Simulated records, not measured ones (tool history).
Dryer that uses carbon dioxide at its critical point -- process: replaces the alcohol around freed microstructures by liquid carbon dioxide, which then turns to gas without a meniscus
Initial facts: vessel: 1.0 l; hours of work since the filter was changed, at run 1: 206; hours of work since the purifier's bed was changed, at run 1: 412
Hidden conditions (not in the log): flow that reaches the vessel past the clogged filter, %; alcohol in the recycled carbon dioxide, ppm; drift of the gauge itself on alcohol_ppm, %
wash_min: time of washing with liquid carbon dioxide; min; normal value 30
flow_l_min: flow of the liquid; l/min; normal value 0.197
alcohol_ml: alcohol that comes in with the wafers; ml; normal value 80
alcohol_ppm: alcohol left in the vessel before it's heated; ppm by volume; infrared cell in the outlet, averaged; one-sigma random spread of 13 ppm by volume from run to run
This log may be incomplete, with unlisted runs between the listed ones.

| run | hour | wash_min | flow_l_min | alcohol_ml | hours of work since the filter was changed | hours of work since the purifier's bed was changed | alcohol_ppm |
|---|---|---|---|---|---|---|---|
| 1 | 0 | 30 | 0.197 | 80 | 206 | 412 | 1219 |
| 2 | 39.8 | 30 | 0.197 | 80 | 225 | 431 | 1264 |
| 3 | 80.8 | 30 | 0.197 | 80 | 245 | 451 | 1304 |
| 4 | 108.1 | 30 | 0.197 | 93 | 258 | 464 | 1537 |
| 5 | 148.4 | 41 | 0.197 | 80 | 278 | 484 | 382 |
| 6 | 179.9 | 41 | 0.197 | 80 | 293 | 499 | 397 |
| 7 | 222 | 30 | 0.197 | 80 | 313 | 519 | 1481 |
| 8 | 252.7 | 21 | 0.197 | 80 | 328 | 534 | 4816 |
| 9 | 290.2 | 21 | 0.123 | 80 | 346 | 552 | 14410 |
| 10 | 310.7 | 28 | 0.27 | 80 | 356 | 562 | 557 |
| 11 | 344.2 | 29 | 0.27 | 31 | 373 | 579 | 270 |
| 12 | 367.3 | 29 | 0.145 | 26 | 384 | 590 | 1753 |
|  | 381.8 | inlet filter changed |
| 13 | 391.5 | 30 | 0.197 | 60 | 5 | 601 | 746 |
| 14 | 411.4 | 19 | 0.197 | 51 | 14 | 611 | 2954 |
| 15 | 435 | 18 | 0.197 | 51 | 26 | 622 | 3485 |
| 16 | 464.9 | 19 | 0.228 | 80 | 40 | 637 | 2946 |
| 17 | 500.7 | 19 | 0.228 | 80 | 58 | 654 | 3038 |

3 ways to go on from here, each from the tool as it stands after run 17. What would each give?
| A | 528.2 | 35 | 0.284 | 80 | 71 | 667 | ? |
| B | 528.2 | 35 | 0.228 | 80 | 71 | 667 | ? |
| C | 528.2 | 47 | 0.194 | 69 | 71 | 667 | ? |

| run | alcohol_ppm |
|---|---|
| A | 193 |
| B | 331 |
| C | 221 |
Stripped of hidden state, with their random variation kept, the same runs would have yielded:
| run | alcohol_ppm |
|---|---|
| A | 41 |
| B | 147 |
| C | 57 |

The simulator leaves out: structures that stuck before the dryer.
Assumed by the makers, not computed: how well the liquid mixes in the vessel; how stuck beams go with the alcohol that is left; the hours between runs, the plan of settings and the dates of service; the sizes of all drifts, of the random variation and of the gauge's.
